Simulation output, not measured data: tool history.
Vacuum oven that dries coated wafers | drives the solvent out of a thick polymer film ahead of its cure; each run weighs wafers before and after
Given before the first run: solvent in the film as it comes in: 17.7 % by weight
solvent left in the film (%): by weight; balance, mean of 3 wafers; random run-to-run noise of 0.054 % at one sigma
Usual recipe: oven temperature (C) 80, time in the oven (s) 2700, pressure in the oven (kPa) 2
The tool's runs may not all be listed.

run 1 hour=0 | oven_temperature_(C)=80 time_in_the_oven_(s)=2700 pressure_in_the_oven_(kPa)=2 | solvent_left_in_the_film_(%)=2.1
run 2 hour=17.4 | oven_temperature_(C)=80 time_in_the_oven_(s)=2700 pressure_in_the_oven_(kPa)=2 | solvent_left_in_the_film_(%)=2.16
run 3 hour=32.6 | oven_temperature_(C)=80 time_in_the_oven_(s)=2700 pressure_in_the_oven_(kPa)=2 | solvent_left_in_the_film_(%)=2.14
run 4 hour=58.2 | oven_temperature_(C)=80 time_in_the_oven_(s)=2700 pressure_in_the_oven_(kPa)=1.13 | solvent_left_in_the_film_(%)=1.44
run 5 hour=77 | oven_temperature_(C)=80 time_in_the_oven_(s)=2700 pressure_in_the_oven_(kPa)=1.13 | solvent_left_in_the_film_(%)=1.49
run 6 hour=106.7 | oven_temperature_(C)=85 time_in_the_oven_(s)=2700 pressure_in_the_oven_(kPa)=1.13 | solvent_left_in_the_film_(%)=0.93
run 7 hour=131.5 | oven_temperature_(C)=85 time_in_the_oven_(s)=2700 pressure_in_the_oven_(kPa)=1.13 | solvent_left_in_the_film_(%)=0.89
run 8 hour=158.2 | oven_temperature_(C)=80 time_in_the_oven_(s)=2460 pressure_in_the_oven_(kPa)=2 | solvent_left_in_the_film_(%)=2.23
run 9 hour=188.1 | oven_temperature_(C)=80 time_in_the_oven_(s)=2460 pressure_in_the_oven_(kPa)=2 | solvent_left_in_the_film_(%)=2.27
run 10 hour=220 | oven_temperature_(C)=80 time_in_the_oven_(s)=1860 pressure_in_the_oven_(kPa)=2 | solvent_left_in_the_film_(%)=2.88
-- hour=223.4 vacuum gauge cleaned of residue and calibrated
run 11 hour=250.6 | oven_temperature_(C)=88 time_in_the_oven_(s)=2700 pressure_in_the_oven_(kPa)=2 | solvent_left_in_the_film_(%)=1.37
run 12 hour=277.6 | oven_temperature_(C)=80 time_in_the_oven_(s)=2520 pressure_in_the_oven_(kPa)=2 | solvent_left_in_the_film_(%)=2.28
-- hour=283.3 vacuum gauge cleaned of residue and calibrated, once more
run 13 hour=303.9 | oven_temperature_(C)=80 time_in_the_oven_(s)=2520 pressure_in_the_oven_(kPa)=2 | solvent_left_in_the_film_(%)=1.94
run 14 hour=335.1 | oven_temperature_(C)=89 time_in_the_oven_(s)=2520 pressure_in_the_oven_(kPa)=2 | solvent_left_in_the_film_(%)=1.08
run 15 hour=366.2 | oven_temperature_(C)=70 time_in_the_oven_(s)=2520 pressure_in_the_oven_(kPa)=1.07 | solvent_left_in_the_film_(%)=4.21
run 16 hour=384.7 | oven_temperature_(C)=73 time_in_the_oven_(s)=2160 pressure_in_the_oven_(kPa)=4.6 | solvent_left_in_the_film_(%)=6.62
run 17 hour=399.1 | oven_temperature_(C)=78 time_in_the_oven_(s)=2700 pressure_in_the_oven_(kPa)=2 | solvent_left_in_the_film_(%)=2.32
run 18 hour=428.8 | oven_temperature_(C)=76 time_in_the_oven_(s)=2760 pressure_in_the_oven_(kPa)=1.55 | solvent_left_in_the_film_(%)=2.4
run 19 hour=444.6 | oven_temperature_(C)=76 time_in_the_oven_(s)=2760 pressure_in_the_oven_(kPa)=1.55 | solvent_left_in_the_film_(%)=2.34
run 20 hour=474.3 | oven_temperature_(C)=75 time_in_the_oven_(s)=2760 pressure_in_the_oven_(kPa)=1.55 | solvent_left_in_the_film_(%)=2.63
run 21 hour=492.6 | oven_temperature_(C)=72 time_in_the_oven_(s)=2700 pressure_in_the_oven_(kPa)=2 | solvent_left_in_the_film_(%)=4.05
run 22 hour=522.5 | oven_temperature_(C)=72 time_in_the_oven_(s)=2700 pressure_in_the_oven_(kPa)=2 | solvent_left_in_the_film_(%)=4.04

Predict each of these 5 candidate next runs independently; none follows another, all start after run 22:
run A hour=538.7 | oven_temperature_(C)=92 time_in_the_oven_(s)=2700 pressure_in_the_oven_(kPa)=3.01 | solvent_left_in_the_film_(%)=?
run B hour=538.7 | oven_temperature_(C)=72 time_in_the_oven_(s)=2820 pressure_in_the_oven_(kPa)=2.29 | solvent_left_in_the_film_(%)=?
run C hour=538.7 | oven_temperature_(C)=77 time_in_the_oven_(s)=2700 pressure_in_the_oven_(kPa)=2 | solvent_left_in_the_film_(%)=?
run D hour=538.7 | oven_temperature_(C)=72 time_in_the_oven_(s)=3300 pressure_in_the_oven_(kPa)=2 | solvent_left_in_the_film_(%)=?
run E hour=538.7 | oven_temperature_(C)=72 time_in_the_oven_(s)=2700 pressure_in_the_oven_(kPa)=7.09 | solvent_left_in_the_film_(%)=?

run=A solvent_left_in_the_film_(%)=1.42
run=B solvent_left_in_the_film_(%)=4.19
run=C solvent_left_in_the_film_(%)=2.48
run=D solvent_left_in_the_film_(%)=3.34
run=E solvent_left_in_the_film_(%)=8.64
Without the tool's unlogged condition, the same runs would have read:
run=A solvent_left_in_the_film_(%)=1.43
run=B solvent_left_in_the_film_(%)=4.43
run=C solvent_left_in_the_film_(%)=2.63
run=D solvent_left_in_the_film_(%)=3.54
run=E solvent_left_in_the_film_(%)=8.97
